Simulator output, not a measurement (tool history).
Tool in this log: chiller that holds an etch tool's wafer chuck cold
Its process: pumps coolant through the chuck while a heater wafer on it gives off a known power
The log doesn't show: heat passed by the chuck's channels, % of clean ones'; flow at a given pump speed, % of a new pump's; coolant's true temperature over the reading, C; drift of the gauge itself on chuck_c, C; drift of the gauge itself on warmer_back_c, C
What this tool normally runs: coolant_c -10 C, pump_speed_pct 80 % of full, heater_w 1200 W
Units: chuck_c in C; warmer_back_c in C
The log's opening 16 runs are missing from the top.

run    hour  coolant_c  pump_speed_pct  heater_w  hours since the coolant was changed and the channels were flushed  hours since the pump was overhauled  hours since the chiller's thermometer was calibrated  chuck_c  warmer_back_c
 17   875.0        -18              81      1565                                                               3764                                 4251                                                   777     -6.2           6.93
 18   935.5        -18              83       910                                                               3825                                 4311                                                   837    -11.5           3.84
 19  1010.9        -16              86      1047                                                               3900                                 4387                                                   913     -8.5           4.34
 20  1084.4        -10              84      1540                                                               3974                                 4460                                                   986      1.3           6.50
 21  1136.4        -10              84      1540                                                               4026                                 4512                                                  1038      1.2           6.48
 22  1199.4        -10              84      1540                                                               4089                                 4575                                                  1101      1.4           6.52
 23  1240.2        -10              73      1200                                                               4130                                 4616                                                  1142     -0.2           5.77
 24  1297.4        -10              65      1016                                                               4187                                 4673                                                  1199     -1.0           5.50
 25  1333.0        -10              72       745                                                               4222                                 4709                                                  1235     -3.8           3.54
 26  1375.6         -8              76       757                                                               4265                                 4751                                                  1277     -2.0           3.42
 27  1422.0        -16              79       608                                                               4311                                 4798                                                  1324    -11.3           2.56
 28  1467.8        -16              79       608                                                               4357                                 4844                                                  1370    -11.2           2.53
 29  1504.1         -8              80       833                                                               4393                                 4880                                                  1406     -1.6           3.60
 30  1558.2         -2              73       946                                                               4448                                 4934                                                  1460      5.7           4.53

Here are 3 independent what-if runs from the current tool condition. What would each one return?
  A  1602.9        -13              73       606                                                               4492                                 4979                                                  1505        ?              ?
  B  1602.9        -15              95       946                                                               4492                                 4979                                                  1505        ?              ?
  C  1602.9         -2              73       698                                                               4492                                 4979                                                  1505        ?              ?

run  chuck_c  warmer_back_c
  A     -8.0           2.79
  B     -8.8           3.36
  C      3.8           3.23
With the hidden condition removed and each run's random variation left untouched, the same runs would have given:
run  chuck_c  warmer_back_c
  A     -8.1           3.06
  B     -8.8           3.63
  C      3.8           3.51

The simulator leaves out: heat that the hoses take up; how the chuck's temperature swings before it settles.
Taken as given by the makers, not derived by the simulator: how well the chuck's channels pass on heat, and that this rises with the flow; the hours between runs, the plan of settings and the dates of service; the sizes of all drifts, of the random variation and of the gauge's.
